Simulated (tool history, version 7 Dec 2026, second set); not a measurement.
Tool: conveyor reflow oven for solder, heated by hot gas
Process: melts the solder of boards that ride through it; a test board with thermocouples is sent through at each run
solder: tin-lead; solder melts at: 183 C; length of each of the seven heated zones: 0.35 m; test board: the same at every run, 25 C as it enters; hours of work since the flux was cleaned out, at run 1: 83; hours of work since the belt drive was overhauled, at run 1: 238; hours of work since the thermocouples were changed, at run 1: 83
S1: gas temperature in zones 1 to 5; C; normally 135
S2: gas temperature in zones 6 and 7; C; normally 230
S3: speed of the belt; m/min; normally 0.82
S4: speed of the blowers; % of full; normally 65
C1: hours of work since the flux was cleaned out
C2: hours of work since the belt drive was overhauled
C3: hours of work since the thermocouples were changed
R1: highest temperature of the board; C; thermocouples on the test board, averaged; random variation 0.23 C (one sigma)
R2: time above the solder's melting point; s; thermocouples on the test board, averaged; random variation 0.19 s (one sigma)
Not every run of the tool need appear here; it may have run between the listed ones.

run,hour,S1,S2,S3,S4,C1,C2,C3,R1,R2
1,0,135,230,0.82,65,83,238,83,210,32.9
2,93.7,135,230,0.82,65,157,312,157,210,32.7
3,152.4,135,230,0.82,65,203,358,203,210.2,32.9
4,225.1,129,230,0.82,65,260,415,260,208.9,30.6
5,283.6,135,230,0.82,52,306,461,306,206.7,30.1
# hour 299: flux residue cleaned out of gas plates and filters
6,346.6,135,230,0.82,52,37,507,352,207.2,30
7,394.3,135,230,0.82,52,75,544,389,206.9,29.8
8,493.7,135,230,0.82,65,153,623,467,210,32.8
9,573.1,135,240,0.82,65,216,685,530,218.7,37.8
10,631,135,240,0.82,65,261,731,575,218.5,37.8
# hour 699.5: flux residue cleaned out of gas plates and filters
11,738.2,135,240,0.82,65,30,811,656,218.5,37.7
12,810.7,135,230,0.82,65,87,868,713,210.2,32.8
13,893.8,135,230,0.82,65,153,933,778,210.2,33.2
# hour 968.5: belt drive overhauled, speed set with a stopwatch
14,971.3,135,230,0.82,65,211,2,836,210.3,32.9
15,1061.1,135,230,0.82,56,281,73,906,207.9,31
# hour 1104.1: flux residue cleaned out of gas plates and filters
16,1147.4,135,230,0.82,53,34,137,970,207.3,30.1
17,1240.4,136,230,0.704,53,107,210,1043,212.7,41.2
18,1313.4,136,230,0.704,53,165,267,1101,212.6,40.9
19,1366,135,240,0.82,58,206,309,1142,217.1,36.5
20,1425.4,120,225,0.82,65,253,355,1189,202.7,24.5
21,1476,135,223,0.906,65,292,395,1229,201,22.8
# hour 1505.9: flux residue cleaned out of gas plates and filters
22,1571.8,135,222,0.921,65,52,467,1300,199.9,21.5
23,1662.8,135,226,0.854,65,123,538,1372,205.5,27.9
# hour 1694.9: thermocouples of zones 6 and 7 changed
24,1739,144,226,0.794,84,182,596,35,212.7,39.3
25,1798.8,135,230,0.915,65,229,643,82,206,26.4
26,1891.3,135,230,0.915,65,302,716,154,206.3,26.2
# hour 1914.7: flux residue cleaned out of gas plates and filters
27,1999,135,242,0.82,73,66,797,235,222.2,39.9
28,2057.9,135,242,0.82,73,113,843,282,222.1,39.4
29,2158.7,135,242,0.82,73,192,923,361,222.1,39.7

What if the next run were any one of these 4? Each begins from the tool's condition after run 29:
A,2202.6,129,243,0.82,70,226,957,395,?,?
B,2202.6,133,219,0.705,73,226,957,395,?,?
C,2202.6,137,242,0.883,80,226,957,395,?,?
D,2202.6,121,242,0.82,53,226,957,395,?,?

run,R1,R2
A,221,37.9
B,206,36.3
C,220.7,37
D,213.3,31.9
Stripped of hidden state, with their random variation kept, the same runs would have yielded:
run,R1,R2
A,221,37.9
B,206,36.3
C,220.8,37
D,213.3,31.9

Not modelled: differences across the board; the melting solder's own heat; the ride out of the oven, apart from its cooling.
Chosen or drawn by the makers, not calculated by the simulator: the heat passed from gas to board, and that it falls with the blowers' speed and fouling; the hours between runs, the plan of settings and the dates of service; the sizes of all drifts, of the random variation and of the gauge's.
